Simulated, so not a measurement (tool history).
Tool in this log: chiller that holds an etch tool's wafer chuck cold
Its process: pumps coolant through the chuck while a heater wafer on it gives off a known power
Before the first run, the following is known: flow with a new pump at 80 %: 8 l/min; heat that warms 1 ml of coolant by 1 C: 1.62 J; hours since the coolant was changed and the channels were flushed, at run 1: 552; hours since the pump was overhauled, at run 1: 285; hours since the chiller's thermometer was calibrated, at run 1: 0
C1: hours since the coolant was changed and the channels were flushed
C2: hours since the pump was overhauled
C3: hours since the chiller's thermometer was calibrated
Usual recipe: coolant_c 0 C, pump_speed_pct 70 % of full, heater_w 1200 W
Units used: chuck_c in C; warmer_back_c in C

{"run": 1, "hour": 0.0, "coolant_c": 0, "pump_speed_pct": 70, "heater_w": 1200, "C1": 552, "C2": 285, "C3": 0, "chuck_c": 11.1, "warmer_back_c": 6.39}
{"run": 2, "hour": 168.8, "coolant_c": 0, "pump_speed_pct": 70, "heater_w": 1200, "C1": 721, "C2": 454, "C3": 169, "chuck_c": 11.2, "warmer_back_c": 6.44}
{"run": 3, "hour": 349.3, "coolant_c": 0, "pump_speed_pct": 70, "heater_w": 1200, "C1": 901, "C2": 635, "C3": 349, "chuck_c": 11.3, "warmer_back_c": 6.45}
{"run": 4, "hour": 472.8, "coolant_c": 0, "pump_speed_pct": 70, "heater_w": 1200, "C1": 1025, "C2": 758, "C3": 473, "chuck_c": 11.1, "warmer_back_c": 6.5}
{"run": 5, "hour": 686.9, "coolant_c": 0, "pump_speed_pct": 70, "heater_w": 1200, "C1": 1239, "C2": 972, "C3": 687, "chuck_c": 11, "warmer_back_c": 6.5}
{"run": 6, "hour": 857.9, "coolant_c": 0, "pump_speed_pct": 70, "heater_w": 1200, "C1": 1410, "C2": 1143, "C3": 858, "chuck_c": 11.3, "warmer_back_c": 6.53}
{"run": 7, "hour": 991.1, "coolant_c": 0, "pump_speed_pct": 70, "heater_w": 1200, "C1": 1543, "C2": 1277, "C3": 991, "chuck_c": 11.1, "warmer_back_c": 6.53}
{"run": 8, "hour": 1107.8, "coolant_c": 0, "pump_speed_pct": 70, "heater_w": 1200, "C1": 1660, "C2": 1393, "C3": 1108, "chuck_c": 11.2, "warmer_back_c": 6.51}
{"run": 9, "hour": 1207.8, "coolant_c": 0, "pump_speed_pct": 70, "heater_w": 1200, "C1": 1760, "C2": 1493, "C3": 1208, "chuck_c": 11.2, "warmer_back_c": 6.62}
{"run": 10, "hour": 1310.0, "coolant_c": 1, "pump_speed_pct": 70, "heater_w": 1200, "C1": 1862, "C2": 1595, "C3": 1310, "chuck_c": 12.2, "warmer_back_c": 6.52}
{"run": 11, "hour": 1422.1, "coolant_c": 1, "pump_speed_pct": 70, "heater_w": 1200, "C1": 1974, "C2": 1707, "C3": 1422, "chuck_c": 12.4, "warmer_back_c": 6.52}
{"run": 12, "hour": 1578.5, "coolant_c": 1, "pump_speed_pct": 70, "heater_w": 1200, "C1": 2130, "C2": 1864, "C3": 1579, "chuck_c": 12.3, "warmer_back_c": 6.5}
{"run": 13, "hour": 1717.3, "coolant_c": 1, "pump_speed_pct": 70, "heater_w": 1200, "C1": 2269, "C2": 2003, "C3": 1717, "chuck_c": 12.6, "warmer_back_c": 6.59}
{"run": 14, "hour": 1867.6, "coolant_c": 1, "pump_speed_pct": 70, "heater_w": 1200, "C1": 2419, "C2": 2153, "C3": 1868, "chuck_c": 12.2, "warmer_back_c": 6.59}
{"run": 15, "hour": 2005.4, "coolant_c": 0, "pump_speed_pct": 74, "heater_w": 607, "C1": 2557, "C2": 2291, "C3": 2005, "chuck_c": 5.3, "warmer_back_c": 3.13}
{"run": 16, "hour": 2187.8, "coolant_c": 7, "pump_speed_pct": 91, "heater_w": 730, "C1": 2740, "C2": 2473, "C3": 2188, "chuck_c": 12.4, "warmer_back_c": 3.05}
{"run": 17, "hour": 2291.5, "coolant_c": 7, "pump_speed_pct": 91, "heater_w": 730, "C1": 2843, "C2": 2577, "C3": 2292, "chuck_c": 12.3, "warmer_back_c": 3.04}

Estimate the outcome of run 18 from the log above:
{"run": 18, "hour": 2504.9, "coolant_c": -8, "pump_speed_pct": 90, "heater_w": 795, "C1": 3057, "C2": 2790, "C3": 2505, "chuck_c": "?", "warmer_back_c": "?"}

{"run 18": {"chuck_c": -2.2, "warmer_back_c": 3.42}}
Without the tool's hidden state the same run would have given chuck_c -2.4 C, warmer_back_c 3.29 C.
